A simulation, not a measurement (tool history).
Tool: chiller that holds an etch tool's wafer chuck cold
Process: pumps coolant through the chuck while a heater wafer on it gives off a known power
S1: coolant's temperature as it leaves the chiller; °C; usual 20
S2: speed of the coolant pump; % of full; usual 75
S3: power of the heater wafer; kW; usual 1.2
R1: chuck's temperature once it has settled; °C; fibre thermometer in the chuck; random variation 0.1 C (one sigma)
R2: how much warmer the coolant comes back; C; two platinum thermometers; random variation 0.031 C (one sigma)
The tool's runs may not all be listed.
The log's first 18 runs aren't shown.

| run | hour | S1 | S2 | S3 | R1 | R2 |
|---|---|---|---|---|---|---|
| 19 | 1443.9 | 20 | 77 | 0.64 | 25 | 1.69 |
| 20 | 1548.7 | 14 | 95 | 1.057 | 20.9 | 2.29 |
| 21 | 1610.6 | 13 | 71 | 1.504 | 24.9 | 4.34 |
| 22 | 1702.8 | 13 | 71 | 1.504 | 24.9 | 4.35 |
| 23 | 1762.3 | 13 | 95 | 0.967 | 19.3 | 2.06 |
| 24 | 1871.4 | 13 | 95 | 0.967 | 19.4 | 2.07 |
| 25 | 1963.5 | 13 | 95 | 0.967 | 19.5 | 2.06 |
| 26 | 2072.4 | 10 | 88 | 1.2 | 18.4 | 2.74 |
| 27 | 2173.1 | 20 | 76 | 1.2 | 29.2 | 3.24 |
| 28 | 2268.2 | 18 | 87 | 0.914 | 24.6 | 2.12 |
| 29 | 2341.6 | 21 | 66 | 0.914 | 28.7 | 2.91 |
| 30 | 2420.3 | 19 | 74 | 0.829 | 25.7 | 2.28 |
| 31 | 2504.5 | 30 | 75 | 0.706 | 35.7 | 1.98 |

Forecast each of these 4 alternatives for the next run:
| A | 2556.3 | 23 | 74 | 0.706 | ? | ? |
| B | 2556.3 | 21 | 75 | 1.006 | ? | ? |
| C | 2556.3 | 20 | 65 | 1.2 | ? | ? |
| D | 2556.3 | 30 | 75 | 1.034 | ? | ? |

| run | R1 | R2 |
|---|---|---|
| A | 28.8 | 1.97 |
| B | 29.1 | 2.79 |
| C | 30.3 | 3.89 |
| D | 38.3 | 2.88 |
Without the tool's hidden state the same runs would have given:
| run | R1 | R2 |
|---|---|---|
| A | 28 | 1.8 |
| B | 28 | 2.54 |
| C | 29 | 3.55 |
| D | 37.3 | 2.63 |
